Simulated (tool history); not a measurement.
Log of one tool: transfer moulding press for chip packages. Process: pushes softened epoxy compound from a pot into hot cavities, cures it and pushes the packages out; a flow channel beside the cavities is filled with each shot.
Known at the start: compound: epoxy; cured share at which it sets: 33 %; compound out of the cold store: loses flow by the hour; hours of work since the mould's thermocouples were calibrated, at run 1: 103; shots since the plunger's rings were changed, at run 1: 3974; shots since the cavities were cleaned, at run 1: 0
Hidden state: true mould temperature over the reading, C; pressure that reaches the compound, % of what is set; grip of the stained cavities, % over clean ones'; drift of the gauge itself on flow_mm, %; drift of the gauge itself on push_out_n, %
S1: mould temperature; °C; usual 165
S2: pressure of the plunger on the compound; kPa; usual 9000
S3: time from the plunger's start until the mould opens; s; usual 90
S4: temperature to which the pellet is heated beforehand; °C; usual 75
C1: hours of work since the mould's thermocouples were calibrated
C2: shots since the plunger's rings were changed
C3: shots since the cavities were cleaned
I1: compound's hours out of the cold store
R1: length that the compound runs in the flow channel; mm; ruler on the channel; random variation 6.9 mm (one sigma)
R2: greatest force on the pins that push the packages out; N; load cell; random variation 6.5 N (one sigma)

run,day,S1,S2,S3,S4,C1,C2,C3,I1,R1,R2
1,0.000,165,9000,90,75,103,3974,0,35.5,811,246
2,0.975,165,9000,90,75,118,4289,315,40.3,796,448
3,2.196,165,9000,90,83,137,4685,711,19.8,871,512
# day 2.508: plunger's sealing rings changed
4,2.858,165,9000,90,83,145,114,893,14.3,938,572
# day 3.346: cavities cleaned with cleaning compound and waxed
5,4.079,165,9000,90,83,163,488,238,21.7,900,400
6,5.254,165,9000,90,83,181,870,620,23.5,884,497
7,5.929,165,9000,90,75,191,1088,838,29.5,876,565
# day 6.546: cavities cleaned with cleaning compound and waxed
8,7.171,165,9000,90,75,209,1471,203,42.7,820,397
9,7.954,165,9000,90,75,221,1724,456,13.3,918,488
10,8.567,162,9000,90,75,230,1922,654,8.5,962,650
11,9.633,165,9000,90,75,246,2269,1001,20.7,883,556
# day 9.771: cavities cleaned with cleaning compound and waxed
12,10.688,165,9000,90,75,261,2590,298,38.2,815,412
13,11.342,163,9000,90,75,271,2801,509,30.4,854,565
14,11.921,163,9000,90,75,280,2989,697,13.4,915,582
15,12.446,165,8870,71,67,288,3159,867,45.3,777,885
# day 12.962: cavities cleaned with cleaning compound and waxed
16,13.267,164,9220,92,74,299,3405,99,33.0,852,337
17,14.183,164,9220,92,74,313,3703,397,40.4,823,438
18,14.696,164,9220,92,74,321,3868,562,40.9,806,506
19,15.471,165,7980,99,75,333,4120,814,44.8,734,456
# day 16.212: cavities cleaned with cleaning compound and waxed
20,16.317,165,9380,99,84,345,4373,34,32.1,830,257
# day 17.575: plunger's sealing rings changed
21,17.596,165,10060,90,73,363,7,415,21.5,963,485
22,18.488,159,10860,90,73,376,296,704,47.6,940,758
23,19.392,165,7830,116,75,390,589,997,42.1,782,477
# day 19.529: cavities cleaned with cleaning compound and waxed
24,20.008,165,7830,116,75,398,768,155,23.1,833,325
25,20.988,160,7830,116,81,413,1086,473,27.0,837,452
26,22.133,165,8210,90,75,431,1456,843,27.3,847,545
# day 22.788: cavities cleaned with cleaning compound and waxed
27,23.292,166,9000,72,75,447,1812,163,29.2,862,565
28,23.858,166,9000,72,75,456,1996,347,37.4,812,644

Forecast each of these 4 alternatives for the next run:
A,24.758,163,7250,129,75,470,2287,638,16.1,?,?
B,24.758,168,9320,113,75,470,2287,638,30.8,?,?
C,24.758,163,9000,90,75,470,2287,638,21.8,?,?
D,24.758,165,9000,90,68,470,2287,638,22.6,?,?

run,R1,R2
A,818,444
B,855,441
C,890,608
D,876,538
Without the tool's hidden state the same runs would have given:
run,R1,R2
A,845,217
B,883,217
C,920,286
D,905,258
